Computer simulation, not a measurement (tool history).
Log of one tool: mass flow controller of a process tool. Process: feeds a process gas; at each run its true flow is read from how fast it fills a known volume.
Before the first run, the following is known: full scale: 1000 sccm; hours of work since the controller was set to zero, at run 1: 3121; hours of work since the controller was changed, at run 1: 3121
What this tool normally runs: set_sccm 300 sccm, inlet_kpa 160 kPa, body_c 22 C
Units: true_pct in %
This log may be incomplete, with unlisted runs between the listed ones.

run,hour,set_sccm,inlet_kpa,body_c,hours of work since the controller was set to zero,hours of work since the controller was changed,true_pct
1,0.0,300,160,22,3121,3121,94.58
2,96.6,300,160,22,3159,3159,94.46
3,217.9,300,160,22,3206,3206,94.52
4,329.2,300,160,22,3250,3250,94.47
5,433.8,300,155,22,3291,3291,94.32
6,626.4,300,160,22,3367,3367,94.30
7,807.5,300,160,22,3438,3438,94.40
8,1009.2,300,160,22,3517,3517,94.18
9,1114.0,300,160,22,3558,3558,94.18
10,1245.0,300,160,22,3609,3609,94.00
11,1335.4,300,160,27,3645,3645,93.75
12,1472.8,300,160,27,3699,3699,93.74
13,1645.9,300,160,27,3767,3767,93.61
14,1838.8,300,160,27,3842,3842,93.54
15,1999.9,300,160,27,3906,3906,93.48
16,2200.6,300,160,22,3984,3984,93.61
17,2362.1,300,160,22,4048,4048,93.48
18,2476.3,300,160,22,4093,4093,93.49
19,2582.0,300,160,22,4134,4134,93.48
20,2767.7,300,160,22,4207,4207,93.39
# hour 2789.5: controller's zero set anew
21,2852.2,300,160,22,25,4240,92.30
22,2982.0,300,160,22,76,4291,92.26
23,3169.9,300,160,22,149,4365,92.06
24,3324.7,300,160,22,210,4425,92.21
25,3518.5,300,170,38,286,4501,91.14
26,3621.9,144,199,26,327,4542,86.04
27,3712.8,219,227,22,362,4578,90.34
28,3850.9,219,227,22,417,4632,90.07
29,3995.9,219,227,22,473,4689,90.09
# hour 4011.2: controller's zero set anew, once more
30,4166.2,219,227,22,61,4755,97.21
31,4352.7,300,218,35,134,4829,96.71
32,4434.8,300,218,35,166,4861,96.65
33,4636.9,300,218,35,246,4940,96.43
34,4737.9,300,243,37,285,4980,96.50
35,4832.1,485,150,37,322,5017,96.49
36,4925.4,145,249,28,359,5053,96.07
37,5014.5,145,249,28,394,5088,96.19
38,5127.7,145,249,28,438,5133,95.92
39,5292.4,120,249,33,503,5197,95.29
40,5376.2,120,175,29,536,5230,94.91
41,5536.1,120,175,29,598,5293,94.75
42,5707.7,300,160,37,666,5360,95.43
43,5841.7,128,193,21,718,5413,95.12
44,5962.5,136,193,37,766,5460,94.28
45,6152.1,759,267,34,840,5535,97.79
46,6291.4,249,226,22,895,5589,96.13
47,6376.0,762,226,21,928,5622,98.09
48,6490.2,300,150,27,973,5667,95.70

How would selected steps in true_pct from run to run divide? Give the signed amount a tool lacking its hidden state would still show from settings, what came in and random variation, and the signed amount left for the hidden state, including any gauge scatter that is not in both of the compared results.
The tool's hidden condition here consists of: flow at rest that the sensor doesn't see, % of full scale; true flow over the shown one, %; drift of the gauge itself on true_pct, %.
Run 25 -> 26: set_sccm 300 -> 144, inlet_kpa 170 -> 199, body_c 38 -> 26. true_pct -5.10 %: hidden state -5.62, all else +0.52.
Run 26 -> 27: set_sccm 144 -> 219, inlet_kpa 199 -> 227, body_c 26 -> 22. true_pct +4.30 %: hidden state +3.63, all else +0.67.
Run 29 -> 30: controller's zero set anew, once more. true_pct +7.12 %: hidden state +7.04, all else +0.08.
